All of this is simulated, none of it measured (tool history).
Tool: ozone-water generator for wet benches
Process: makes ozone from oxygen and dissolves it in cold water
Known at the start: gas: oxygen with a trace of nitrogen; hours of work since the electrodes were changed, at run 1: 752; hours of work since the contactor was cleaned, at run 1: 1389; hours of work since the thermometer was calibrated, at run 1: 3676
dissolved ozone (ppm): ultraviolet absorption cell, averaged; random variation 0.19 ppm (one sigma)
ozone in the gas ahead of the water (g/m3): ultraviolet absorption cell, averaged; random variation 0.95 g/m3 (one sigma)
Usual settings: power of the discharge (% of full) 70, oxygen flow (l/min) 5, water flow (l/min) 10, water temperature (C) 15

run	hour	power of the discharge (% of full)	oxygen flow (l/min)	water flow (l/min)	water temperature (C)	hours of work since the electrodes were changed	hours of work since the contactor was cleaned	hours of work since the thermometer was calibrated	dissolved ozone (ppm)	ozone in the gas ahead of the water (g/m3)
1	0	70	5	10	15	752	1389	3676	27.2	162.7
2	56.9	70	5	10	15	788	1424	3711	26.8	160.9
3	116.4	70	5	10	15	824	1461	3748	26.8	159.6
4	170.8	67	5	10	15	858	1495	3782	26.3	155.8
5	250.2	67	5	10	15	907	1544	3831	26.1	156.2
6	319.1	70	5	10	15	950	1587	3874	26.8	159.4
7	372.7	70	5	10	15	983	1620	3907	27	159.7
8	445.9	70	5	10	15	1028	1665	3952	26.8	160.5
9	504.9	50	5	7	15	1065	1701	3989	27.2	132.4
10	560.7	50	5	7	15	1099	1736	4023	27.2	131.6
11	624.9	70	5	6	15	1139	1776	4063	35.7	160.8
12	661.2	91	4.69	11	9	1161	1798	4085	33.4	192.5
13	696.6	66	4.66	9	15	1183	1820	4107	28	160.9
14	732.3	66	4.66	9	15	1205	1842	4129	28.3	161.7

3 ways to go on from here, each from the tool as it stands after run 14. What would each give?
A	805.9	70	3.71	10	21	1251	1888	4175	?	?
B	805.9	70	5.33	10	15	1251	1888	4175	?	?
C	805.9	48	5	10	10	1251	1888	4175	?	?

run	dissolved ozone (ppm)	ozone in the gas ahead of the water (g/m3)
A	25.7	192
B	26.4	152
C	23.3	126.8
Without the tool's hidden state the same runs would have given:
run	dissolved ozone (ppm)	ozone in the gas ahead of the water (g/m3)
A	25.7	194.1
B	26.4	153.7
C	23.3	128.1

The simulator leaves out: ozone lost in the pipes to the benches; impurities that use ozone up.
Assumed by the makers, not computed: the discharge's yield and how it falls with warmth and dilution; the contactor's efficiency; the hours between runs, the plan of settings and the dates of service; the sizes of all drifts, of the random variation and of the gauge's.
